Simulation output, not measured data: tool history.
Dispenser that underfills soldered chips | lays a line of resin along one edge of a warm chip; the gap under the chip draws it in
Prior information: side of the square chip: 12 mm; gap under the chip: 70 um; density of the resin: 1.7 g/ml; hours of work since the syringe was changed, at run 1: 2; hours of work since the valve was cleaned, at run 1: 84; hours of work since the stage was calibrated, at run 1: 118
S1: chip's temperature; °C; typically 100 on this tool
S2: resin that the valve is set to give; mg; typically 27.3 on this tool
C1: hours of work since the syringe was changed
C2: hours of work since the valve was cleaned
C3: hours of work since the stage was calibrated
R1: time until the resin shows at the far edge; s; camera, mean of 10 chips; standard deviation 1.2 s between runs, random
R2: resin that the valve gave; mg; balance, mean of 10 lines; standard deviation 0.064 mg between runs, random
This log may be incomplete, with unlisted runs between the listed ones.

Run 1, day 0: usual settings; C1 2; C2 84; C3 118. Result: R1 139.1 s, R2 26.02 mg.
Run 2, day 0.142: usual settings but S2 23.7 mg; C1 4; C2 86; C3 121. Result: R1 162.8 s, R2 22.59 mg.
Run 3, day 0.283: usual settings but S2 23.7 mg; C1 7; C2 88; C3 123. Result: R1 185.8 s, R2 22.51 mg.
At day 0.396: new syringe of resin.
Run 4, day 0.454: usual settings but S2 23.8 mg; C1 1; C2 91; C3 125. Result: R1 131.2 s, R2 22.55 mg.
Run 5, day 0.679: usual settings but S2 26.9 mg; C1 5; C2 94; C3 129. Result: R1 156.9 s, R2 25.45 mg.
At day 0.862: dispensing valve cleaned and set on the balance.
Run 6, day 0.925: usual settings but S2 26.9 mg; C1 8; C2 1; C3 132. Result: R1 188.6 s, R2 26.93 mg.
At day 0.975: new syringe of resin.
Run 7, day 1.042: usual settings but S2 26.9 mg; C1 1; C2 3; C3 134. Result: R1 129.1 s, R2 26.93 mg.
Run 8, day 1.158: usual settings; C1 3; C2 5; C3 136. Result: R1 145 s, R2 27.26 mg.
Run 9, day 1.288: usual settings but S1 106 °C; C1 5; C2 7; C3 138. Result: R1 135.1 s, R2 27.27 mg.
Run 10, day 1.475: usual settings but S1 106 °C; C1 8; C2 10; C3 141. Result: R1 163.3 s, R2 27.19 mg.
At day 1.504: new syringe of resin.
Run 11, day 1.675: usual settings but S2 27.7 mg; C1 3; C2 13; C3 144. Result: R1 141.3 s, R2 27.65 mg.
Run 12, day 1.875: usual settings but S2 24 mg; C1 6; C2 16; C3 147. Result: R1 173.3 s, R2 23.85 mg.
Run 13, day 1.979: usual settings but S2 24 mg; C1 8; C2 18; C3 149. Result: R1 190.6 s, R2 23.83 mg.
At day 2.05: new syringe of resin.
Run 14, day 2.225: usual settings but S1 106 °C; C1 3; C2 21; C3 153. Result: R1 123.4 s, R2 27.09 mg.
Run 15, day 2.338: usual settings but S1 106 °C; C1 5; C2 23; C3 155. Result: R1 133 s, R2 26.92 mg.
Run 16, day 2.471: usual settings but S1 106 °C, S2 27.9 mg; C1 7; C2 26; C3 157. Result: R1 152.7 s, R2 27.57 mg.
At day 2.596: new syringe of resin.
Run 17, day 2.667: usual settings but S1 106 °C, S2 27.9 mg; C1 1; C2 28; C3 160. Result: R1 110.5 s, R2 27.45 mg.
Run 18, day 2.912: usual settings but S1 106 °C, S2 27.9 mg; C1 5; C2 32; C3 164. Result: R1 136.2 s, R2 27.46 mg.
Run 19, day 3.025: usual settings but S1 106 °C, S2 27.9 mg; C1 7; C2 34; C3 166. Result: R1 148.5 s, R2 27.42 mg.
At day 3.146: new syringe of resin.
Run 20, day 3.246: usual settings but S1 88 °C, S2 27 mg; C1 2; C2 38; C3 169. Result: R1 183.8 s, R2 26.61 mg.
Run 21, day 3.479: usual settings but S1 88 °C, S2 27 mg; C1 5; C2 41; C3 173. Result: R1 228.4 s, R2 26.41 mg.
Run 22, day 3.638: usual settings but S1 88 °C, S2 27 mg; C1 8; C2 44; C3 175. Result: R1 268 s, R2 26.34 mg.
At day 3.692: new syringe of resin.
Run 23, day 3.85: usual settings but S1 88 °C, S2 27 mg; C1 3; C2 47; C3 179. Result: R1 196.9 s, R2 26.43 mg.
Run 24, day 4.038: usual settings but S1 106 °C, S2 25.8 mg; C1 6; C2 50; C3 182. Result: R1 144.8 s, R2 25.16 mg.
At day 4.225: new syringe of resin.
Run 25, day 4.288: usual settings but S1 94 °C, S2 31.2 mg; C1 1; C2 54; C3 186. Result: R1 147.9 s, R2 30.47 mg.
Run 26, day 4.421: usual settings but S2 31.5 mg; C1 3; C2 56; C3 188. Result: R1 141.6 s, R2 30.57 mg.
Run 27, day 4.608: usual settings but S1 105 °C, S2 26.5 mg; C1 6; C2 59; C3 191. Result: R1 149.7 s, R2 25.71 mg.
At day 4.758: new syringe of resin.
Run 28, day 4.771: usual settings but S1 96 °C, S2 31.3 mg; C1 0; C2 62; C3 193. Result: R1 130.6 s, R2 30.23 mg.
Run 29, day 5.021: usual settings but S1 96 °C, S2 31.3 mg; C1 4; C2 66; C3 197. Result: R1 169.2 s, R2 30.25 mg.
Run 30, day 5.221: usual settings but S1 109 °C, S2 25.7 mg; C1 7; C2 69; C3 201. Result: R1 144.7 s, R2 24.76 mg.
At day 5.3: new syringe of resin.
Run 31, day 5.371: usual settings but S1 106 °C, S2 28.5 mg; C1 1; C2 71; C3 203. Result: R1 108.6 s, R2 27.53 mg.
Run 32, day 5.6: usual settings but S1 106 °C, S2 28.5 mg; C1 5; C2 75; C3 206. Result: R1 134.9 s, R2 27.45 mg.
Run 33, day 5.771: usual settings but S1 108 °C, S2 30.3 mg; C1 8; C2 78; C3 209. Result: R1 145.7 s, R2 29.13 mg.
At day 5.842: new syringe of resin.
Run 34, day 5.975: usual settings but S1 93 °C, S2 35.4 mg; C1 2; C2 81; C3 212. Result: R1 163.5 s, R2 33.89 mg.
Run 35, day 6.179: usual settings but S1 90 °C; C1 5; C2 84; C3 216. Result: R1 215.4 s, R2 26.16 mg.
Run 36, day 6.317: usual settings but S1 90 °C; C1 8; C2 86; C3 218. Result: R1 245.5 s, R2 26.09 mg.

For some of the steps in R1 from one run to the next: how much would appear even if the tool had no hidden state, given the settings, what came in and random variation, and how much remains for the hidden state plus any gauge scatter that the measured result and the result without hidden state don't share?
Unlogged tool condition in this case: resin's viscosity, % of fresh resin's; dose that the valve gives, % of what is set; true chip temperature over the reading, C; drift of the gauge itself on fill_s, %; drift of the gauge itself on given_mg, %.
Run 3 -> 4: S2 23.7 -> 23.8, new syringe of resin. R1 -54.6 s: hidden state -51.7, all else -2.9.
Run 6 -> 7: new syringe of resin. R1 -59.5 s: hidden state -59.1, all else -0.4.
Run 13 -> 14: S1 100 -> 106, S2 24 -> 27.3, new syringe of resin. R1 -67.2 s: hidden state -47.9, all else -19.3.
Run 22 -> 23: new syringe of resin. R1 -71.1 s: hidden state -68.8, all else -2.3.
